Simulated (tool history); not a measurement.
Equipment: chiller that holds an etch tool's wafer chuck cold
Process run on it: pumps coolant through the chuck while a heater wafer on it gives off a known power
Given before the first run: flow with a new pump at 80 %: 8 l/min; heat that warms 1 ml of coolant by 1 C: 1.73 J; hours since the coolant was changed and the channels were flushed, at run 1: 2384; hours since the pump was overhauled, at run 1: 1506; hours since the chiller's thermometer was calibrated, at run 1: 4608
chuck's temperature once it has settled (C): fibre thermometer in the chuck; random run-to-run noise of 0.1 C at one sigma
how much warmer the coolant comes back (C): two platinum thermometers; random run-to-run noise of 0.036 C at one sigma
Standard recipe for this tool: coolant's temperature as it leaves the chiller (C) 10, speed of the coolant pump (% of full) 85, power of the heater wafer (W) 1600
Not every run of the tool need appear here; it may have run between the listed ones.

| run | day | coolant's temperature as it leaves the chiller (C) | speed of the coolant pump (% of full) | power of the heater wafer (W) | hours since the coolant was changed and the channels were flushed | hours since the pump was overhauled | hours since the chiller's thermometer was calibrated | chuck's temperature once it has settled (C) | how much warmer the coolant comes back (C) |
|---|---|---|---|---|---|---|---|---|---|
| 1 | 0.000 | 10 | 85 | 1600 | 2384 | 1506 | 4608 | 25.1 | 6.58 |
| 2 | 0.817 | 10 | 85 | 1600 | 2403 | 1525 | 4628 | 25.1 | 6.49 |
| 3 | 1.750 | 10 | 85 | 1600 | 2426 | 1548 | 4650 | 25.0 | 6.50 |
| 4 | 2.892 | 10 | 85 | 1600 | 2453 | 1575 | 4678 | 25.0 | 6.59 |
| 5 | 4.683 | 10 | 69 | 1600 | 2496 | 1618 | 4721 | 27.8 | 8.05 |
| 6 | 6.012 | 10 | 69 | 1600 | 2528 | 1650 | 4753 | 27.7 | 8.03 |
| 7 | 6.788 | 10 | 85 | 1600 | 2547 | 1669 | 4771 | 25.0 | 6.58 |
| 8 | 8.067 | 10 | 85 | 1600 | 2578 | 1699 | 4802 | 25.2 | 6.58 |
| 9 | 9.592 | 10 | 85 | 1600 | 2614 | 1736 | 4839 | 25.2 | 6.60 |
| 10 | 10.829 | 10 | 85 | 1600 | 2644 | 1766 | 4868 | 25.2 | 6.62 |
| 11 | 12.179 | 10 | 96 | 1600 | 2676 | 1798 | 4901 | 23.7 | 5.86 |
| 12 | 13.988 | 10 | 85 | 1600 | 2720 | 1842 | 4944 | 25.2 | 6.58 |
| 13 | 14.892 | 10 | 85 | 1600 | 2741 | 1863 | 4966 | 25.2 | 6.63 |
|  | 15.308 | chiller's thermometer calibrated |
| 14 | 16.058 | 3 | 85 | 1600 | 2768 | 1890 | 18 | 18.2 | 6.71 |
| 15 | 17.025 | 10 | 85 | 1895 | 2791 | 1913 | 41 | 28.1 | 7.88 |
| 16 | 18.358 | 10 | 85 | 1895 | 2823 | 1945 | 73 | 27.9 | 7.87 |
| 17 | 19.338 | 10 | 85 | 1895 | 2847 | 1969 | 97 | 27.8 | 7.89 |
| 18 | 21.033 | 7 | 92 | 1623 | 2888 | 2010 | 137 | 21.4 | 6.24 |
| 19 | 22.408 | 6 | 66 | 1104 | 2921 | 2043 | 170 | 18.7 | 6.02 |
| 20 | 23.983 | 7 | 69 | 1600 | 2958 | 2080 | 208 | 24.9 | 8.26 |
| 21 | 25.625 | 7 | 69 | 1500 | 2998 | 2120 | 248 | 23.7 | 7.75 |
| 22 | 26.742 | 8 | 69 | 1500 | 3025 | 2147 | 274 | 24.7 | 7.84 |
| 23 | 28.279 | 8 | 69 | 1500 | 3062 | 2183 | 311 | 24.5 | 7.72 |
| 24 | 29.567 | 10 | 67 | 1884 | 3092 | 2214 | 342 | 31.3 | 9.98 |
| 25 | 30.546 | 10 | 67 | 1884 | 3116 | 2238 | 366 | 31.4 | 10.10 |
| 26 | 31.396 | 10 | 71 | 913 | 3136 | 2258 | 386 | 19.7 | 4.66 |
| 27 | 33.092 | 6 | 80 | 876 | 3177 | 2299 | 427 | 14.7 | 4.07 |
| 28 | 34.279 | 10 | 70 | 1600 | 3206 | 2328 | 455 | 27.6 | 8.22 |
| 29 | 35.404 | 10 | 70 | 1600 | 3233 | 2354 | 482 | 27.5 | 8.23 |
| 30 | 36.958 | 10 | 99 | 2035 | 3270 | 2392 | 520 | 27.1 | 7.34 |
| 31 | 38.371 | 2 | 99 | 2146 | 3304 | 2426 | 554 | 20.1 | 7.79 |

Here are 5 independent what-if runs from the current tool condition. What would each one return?
| A | 39.942 | 10 | 85 | 2265 | 3341 | 2463 | 591 | ? | ? |
| B | 39.942 | 19 | 85 | 1821 | 3341 | 2463 | 591 | ? | ? |
| C | 39.942 | 2 | 64 | 2146 | 3341 | 2463 | 591 | ? | ? |
| D | 39.942 | 9 | 98 | 1941 | 3341 | 2463 | 591 | ? | ? |
| E | 39.942 | 3 | 85 | 1600 | 3341 | 2463 | 591 | ? | ? |

| run | chuck's temperature once it has settled (C) | how much warmer the coolant comes back (C) |
|---|---|---|
| A | 31.4 | 9.50 |
| B | 36.0 | 7.71 |
| C | 27.3 | 11.98 |
| D | 25.4 | 7.11 |
| E | 18.1 | 6.82 |
Had the tool no hidden state, the same runs would have come out as:
| run | chuck's temperature once it has settled (C) | how much warmer the coolant comes back (C) |
|---|---|---|
| A | 31.4 | 9.19 |
| B | 36.0 | 7.40 |
| C | 27.3 | 11.67 |
| D | 25.4 | 6.80 |
| E | 18.1 | 6.51 |
